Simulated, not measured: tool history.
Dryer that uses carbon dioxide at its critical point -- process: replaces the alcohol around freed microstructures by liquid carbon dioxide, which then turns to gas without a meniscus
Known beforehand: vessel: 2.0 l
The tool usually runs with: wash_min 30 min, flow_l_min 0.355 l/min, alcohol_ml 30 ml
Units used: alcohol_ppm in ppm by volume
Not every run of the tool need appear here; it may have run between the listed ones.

run 1 hour=0.0 | wash_min=30 flow_l_min=0.355 alcohol_ml=30 | alcohol_ppm=222
run 2 hour=15.7 | wash_min=30 flow_l_min=0.355 alcohol_ml=50 | alcohol_ppm=342
run 3 hour=36.9 | wash_min=30 flow_l_min=0.355 alcohol_ml=30 | alcohol_ppm=228
run 4 hour=53.6 | wash_min=30 flow_l_min=0.355 alcohol_ml=30 | alcohol_ppm=226
run 5 hour=73.8 | wash_min=30 flow_l_min=0.355 alcohol_ml=30 | alcohol_ppm=231
run 6 hour=105.0 | wash_min=30 flow_l_min=0.355 alcohol_ml=30 | alcohol_ppm=243
run 7 hour=130.5 | wash_min=30 flow_l_min=0.355 alcohol_ml=30 | alcohol_ppm=253
run 8 hour=152.0 | wash_min=30 flow_l_min=0.355 alcohol_ml=30 | alcohol_ppm=264
run 9 hour=185.8 | wash_min=30 flow_l_min=0.355 alcohol_ml=30 | alcohol_ppm=261
run 10 hour=207.7 | wash_min=30 flow_l_min=0.355 alcohol_ml=30 | alcohol_ppm=267
run 11 hour=240.8 | wash_min=30 flow_l_min=0.355 alcohol_ml=30 | alcohol_ppm=271
run 12 hour=264.1 | wash_min=30 flow_l_min=0.355 alcohol_ml=30 | alcohol_ppm=278
run 13 hour=297.1 | wash_min=30 flow_l_min=0.355 alcohol_ml=30 | alcohol_ppm=284
run 14 hour=331.3 | wash_min=30 flow_l_min=0.355 alcohol_ml=30 | alcohol_ppm=304
run 15 hour=366.9 | wash_min=30 flow_l_min=0.355 alcohol_ml=30 | alcohol_ppm=316
run 16 hour=383.9 | wash_min=30 flow_l_min=0.355 alcohol_ml=30 | alcohol_ppm=309
run 17 hour=415.6 | wash_min=30 flow_l_min=0.355 alcohol_ml=30 | alcohol_ppm=312
run 18 hour=440.0 | wash_min=30 flow_l_min=0.355 alcohol_ml=30 | alcohol_ppm=335
run 19 hour=473.6 | wash_min=30 flow_l_min=0.355 alcohol_ml=61 | alcohol_ppm=588
-- hour=491.5 inlet filter changed
run 20 hour=499.0 | wash_min=30 flow_l_min=0.355 alcohol_ml=61 | alcohol_ppm=423
run 21 hour=532.8 | wash_min=30 flow_l_min=0.355 alcohol_ml=61 | alcohol_ppm=415
run 22 hour=553.3 | wash_min=30 flow_l_min=0.355 alcohol_ml=61 | alcohol_ppm=436
run 23 hour=579.5 | wash_min=24 flow_l_min=0.355 alcohol_ml=30 | alcohol_ppm=527
run 24 hour=616.8 | wash_min=24 flow_l_min=0.355 alcohol_ml=30 | alcohol_ppm=528
run 25 hour=638.3 | wash_min=27 flow_l_min=0.423 alcohol_ml=84 | alcohol_ppm=469
run 26 hour=666.6 | wash_min=20 flow_l_min=0.228 alcohol_ml=85 | alcohol_ppm=6751
run 27 hour=697.9 | wash_min=31 flow_l_min=0.602 alcohol_ml=30 | alcohol_ppm=114
run 28 hour=713.5 | wash_min=31 flow_l_min=0.602 alcohol_ml=30 | alcohol_ppm=106
run 29 hour=735.4 | wash_min=31 flow_l_min=0.602 alcohol_ml=40 | alcohol_ppm=116
run 30 hour=762.9 | wash_min=31 flow_l_min=0.602 alcohol_ml=21 | alcohol_ppm=106
run 31 hour=778.8 | wash_min=30 flow_l_min=0.410 alcohol_ml=30 | alcohol_ppm=210
run 32 hour=803.1 | wash_min=30 flow_l_min=0.410 alcohol_ml=30 | alcohol_ppm=213
run 33 hour=839.1 | wash_min=30 flow_l_min=0.243 alcohol_ml=30 | alcohol_ppm=985
run 34 hour=863.2 | wash_min=30 flow_l_min=0.243 alcohol_ml=30 | alcohol_ppm=1005
-- hour=887.9 purifier's bed changed
run 35 hour=903.5 | wash_min=30 flow_l_min=0.243 alcohol_ml=30 | alcohol_ppm=914
run 36 hour=923.2 | wash_min=34 flow_l_min=0.368 alcohol_ml=46 | alcohol_ppm=191
run 37 hour=956.1 | wash_min=44 flow_l_min=0.507 alcohol_ml=75 | alcohol_ppm=16
run 38 hour=980.6 | wash_min=44 flow_l_min=0.507 alcohol_ml=75 | alcohol_ppm=18
run 39 hour=1000.3 | wash_min=44 flow_l_min=0.507 alcohol_ml=75 | alcohol_ppm=20
run 40 hour=1022.1 | wash_min=37 flow_l_min=0.296 alcohol_ml=47 | alcohol_ppm=380
-- hour=1044.2 inlet filter changed
run 41 hour=1046.3 | wash_min=37 flow_l_min=0.296 alcohol_ml=47 | alcohol_ppm=248
run 42 hour=1068.4 | wash_min=20 flow_l_min=0.568 alcohol_ml=77 | alcohol_ppm=289
run 43 hour=1104.7 | wash_min=20 flow_l_min=0.568 alcohol_ml=77 | alcohol_ppm=303
run 44 hour=1138.2 | wash_min=47 flow_l_min=0.350 alcohol_ml=105 | alcohol_ppm=70
run 45 hour=1160.0 | wash_min=22 flow_l_min=0.524 alcohol_ml=105 | alcohol_ppm=411
run 46 hour=1181.3 | wash_min=47 flow_l_min=0.463 alcohol_ml=105 | alcohol_ppm=25
run 47 hour=1199.9 | wash_min=25 flow_l_min=0.583 alcohol_ml=101 | alcohol_ppm=132

Subtracting, for every run, the result it would have given without the tool's unlogged condition from the measured result gives the following. The same run-to-run variation enters both numbers; the gauge's scatter may not:
The hidden state here: flow that reaches the vessel past the clogged filter, %; alcohol in the recycled carbon dioxide, ppm; drift of the gauge itself on alcohol_ppm, %.
run=1 alcohol_ppm=+59
run=2 alcohol_ppm=+73
run=3 alcohol_ppm=+68
run=4 alcohol_ppm=+71
run=5 alcohol_ppm=+75
run=6 alcohol_ppm=+85
run=7 alcohol_ppm=+89
run=8 alcohol_ppm=+97
run=9 alcohol_ppm=+102
run=10 alcohol_ppm=+108
run=11 alcohol_ppm=+116
run=12 alcohol_ppm=+125
run=13 alcohol_ppm=+129
run=14 alcohol_ppm=+139
run=15 alcohol_ppm=+149
run=16 alcohol_ppm=+151
run=17 alcohol_ppm=+158
run=18 alcohol_ppm=+172
run=19 alcohol_ppm=+271
run=20 alcohol_ppm=+100
run=21 alcohol_ppm=+109
run=22 alcohol_ppm=+119
run=23 alcohol_ppm=+130
run=24 alcohol_ppm=+140
run=25 alcohol_ppm=+159
run=26 alcohol_ppm=+612
run=27 alcohol_ppm=+103
run=28 alcohol_ppm=+100
run=29 alcohol_ppm=+106
run=30 alcohol_ppm=+106
run=31 alcohol_ppm=+133
run=32 alcohol_ppm=+138
run=33 alcohol_ppm=+288
run=34 alcohol_ppm=+305
run=35 alcohol_ppm=+214
run=36 alcohol_ppm=+71
run=37 alcohol_ppm=+10
run=38 alcohol_ppm=+12
run=39 alcohol_ppm=+13
run=40 alcohol_ppm=+160
run=41 alcohol_ppm=+16
run=42 alcohol_ppm=+25
run=43 alcohol_ppm=+38
run=44 alcohol_ppm=+26
run=45 alcohol_ppm=+67
run=46 alcohol_ppm=+23
run=47 alcohol_ppm=+44
